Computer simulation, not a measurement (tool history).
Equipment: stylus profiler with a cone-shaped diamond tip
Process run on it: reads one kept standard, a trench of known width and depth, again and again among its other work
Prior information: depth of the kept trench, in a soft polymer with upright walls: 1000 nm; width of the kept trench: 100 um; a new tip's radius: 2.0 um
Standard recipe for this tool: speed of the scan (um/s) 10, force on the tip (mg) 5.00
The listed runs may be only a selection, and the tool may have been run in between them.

run    hour  speed of the scan (um/s)  force on the tip (mg)  depth of the trench (nm)  width of the trench's floor (um)
  1     0.0                        10                   5.00                   1025.93                             95.71
  2   100.4                        10                   5.00                   1025.85                             95.61
  3   211.7                        10                  14.92                   1053.97                             95.68
  4   313.6                        10                  14.92                   1053.76                             95.66
  5   395.0                        10                  14.92                   1053.65                             95.70
  6   481.8                        10                  14.92                   1053.33                             95.66
  7   569.4                        10                  14.92                   1053.43                             95.64
  8   649.3                        10                   5.00                   1025.11                             95.59
  9   705.9                        39                   5.00                   1024.97                             95.52
 10   778.5                        39                   5.00                   1024.83                             95.46
      787.6  -- height scale calibrated on a step standard
 11   836.8                        10                   9.86                   1039.43                             95.56
 12   902.0                        10                   9.86                   1039.35                             95.52
 13   959.1                        10                   9.86                   1039.22                             95.56
 14  1038.8                        10                   2.61                   1015.11                             95.51
 15  1132.4                        10                   5.00                   1024.13                             95.56
     1234.4  -- height scale calibrated on a step standard, once more
 16  1234.9                        10                   5.00                   1026.59                             95.47
 17  1326.9                        10                   6.09                   1030.12                             95.49
 18  1435.5                        20                   6.09                   1029.84                             95.43
 19  1521.6                        20                   6.09                   1030.01                             95.40
 20  1614.5                        12                   3.35                   1019.73                             95.40
 21  1720.4                        11                   3.02                   1018.29                             95.43
 22  1771.5                        11                   3.02                   1018.39                             95.41
 23  1842.4                        11                   1.78                   1012.52                             95.39
 24  1928.2                        11                   9.56                   1039.83                             95.42
 25  2017.5                        10                  12.29                   1047.32                             95.39
 26  2093.2                        19                   1.73                   1012.23                             95.26
 27  2186.4                         6                   4.77                   1024.57                             95.35
 28  2293.4                         6                   3.47                   1019.56                             95.38
 29  2349.1                        13                   3.26                   1018.37                             95.29
 30  2457.1                        24                   8.21                   1035.21                             95.25
 31  2537.8                        10                   4.84                   1024.21                             95.29
 32  2631.3                         4                   4.48                   1022.98                             95.30
 33  2726.0                         4                   4.48                   1022.72                             95.25
 34  2833.8                        31                   5.27                   1025.29                             95.22
 35  2896.2                         6                  14.83                   1052.52                             95.18
 36  2982.2                         6                  14.83                   1052.08                             95.23

Here are 4 independent what-if runs from the current tool condition. What would each one return?
  A  3059.6                        11                  14.83                         ?                                 ?
  B  3059.6                         3                   5.34                         ?                                 ?
  C  3059.6                         6                   7.52                         ?                                 ?
  D  3059.6                         3                  14.83                         ?                                 ?

run  depth of the trench (nm)  width of the trench's floor (um)
  A                   1052.08                             95.24
  B                   1025.43                             95.23
  C                   1032.47                             95.22
  D                   1052.25                             95.21
What these runs would have given with no unlogged condition in the tool:
run  depth of the trench (nm)  width of the trench's floor (um)
  A                   1054.15                             96.54
  B                   1027.45                             96.53
  C                   1034.50                             96.52
  D                   1054.32                             96.51
